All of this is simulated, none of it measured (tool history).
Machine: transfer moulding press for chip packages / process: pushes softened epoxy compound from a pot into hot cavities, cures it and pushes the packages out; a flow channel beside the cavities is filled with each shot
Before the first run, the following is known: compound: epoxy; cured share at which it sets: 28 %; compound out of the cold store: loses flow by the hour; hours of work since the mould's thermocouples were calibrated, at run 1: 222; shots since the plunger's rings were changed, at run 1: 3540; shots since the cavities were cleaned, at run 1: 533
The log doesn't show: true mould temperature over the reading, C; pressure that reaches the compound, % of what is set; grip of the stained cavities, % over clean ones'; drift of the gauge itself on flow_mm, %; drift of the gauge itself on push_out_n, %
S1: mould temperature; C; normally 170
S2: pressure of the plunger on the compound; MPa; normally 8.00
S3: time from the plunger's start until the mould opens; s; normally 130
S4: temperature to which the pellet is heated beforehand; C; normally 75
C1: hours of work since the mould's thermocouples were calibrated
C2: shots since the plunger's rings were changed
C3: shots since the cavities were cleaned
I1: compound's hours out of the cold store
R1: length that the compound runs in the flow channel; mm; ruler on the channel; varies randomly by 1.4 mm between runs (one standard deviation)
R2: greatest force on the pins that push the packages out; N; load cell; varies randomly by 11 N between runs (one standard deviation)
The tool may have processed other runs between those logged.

run	hour	S1	S2	S3	S4	C1	C2	C3	I1	R1	R2
1	0.0	170	8.00	130	75	222	3540	533	44.7	603	765
2	13.7	170	8.00	130	75	229	3642	635	22.2	631	864
3	25.7	170	8.00	130	75	235	3732	725	35.2	614	917
4	39.5	170	8.00	130	75	242	3835	828	21.3	635	922
5	53.7	170	8.00	130	75	250	3940	933	28.4	622	966
6	62.9	170	8.00	130	75	255	4010	1003	29.0	620	965
7	78.8	170	8.00	130	75	263	4128	1121	35.0	612	1027
# hour 90.3: cavities cleaned with cleaning compound and waxed
8	95.7	170	8.00	130	75	271	4243	40	30.0	618	558
9	110.9	170	8.00	130	65	279	4357	154	27.4	623	671
# hour 120.7: plunger's sealing rings changed
10	124.7	170	8.00	130	65	285	30	238	11.8	676	731
11	141.3	170	6.86	130	65	293	154	362	39.9	583	768
12	148.6	170	6.86	130	65	297	209	417	33.6	593	804
13	162.6	170	8.00	130	75	305	313	521	47.1	619	824
14	174.1	170	8.00	130	75	311	399	607	10.8	675	912
15	188.6	170	8.00	130	75	318	508	716	22.1	655	902
16	206.3	165	8.00	130	65	327	640	848	9.9	689	1492

Run 17, settings as shown, results not yet in. Your forecast:
17	218.6	178	8.37	130	82	334	731	939	36.2	?	?

{"run 17": {"R1": 628, "R2": 756}}
Were there no unlogged condition in the tool, this run, its random variation unchanged, would have produced R1 633 mm, R2 392 N.
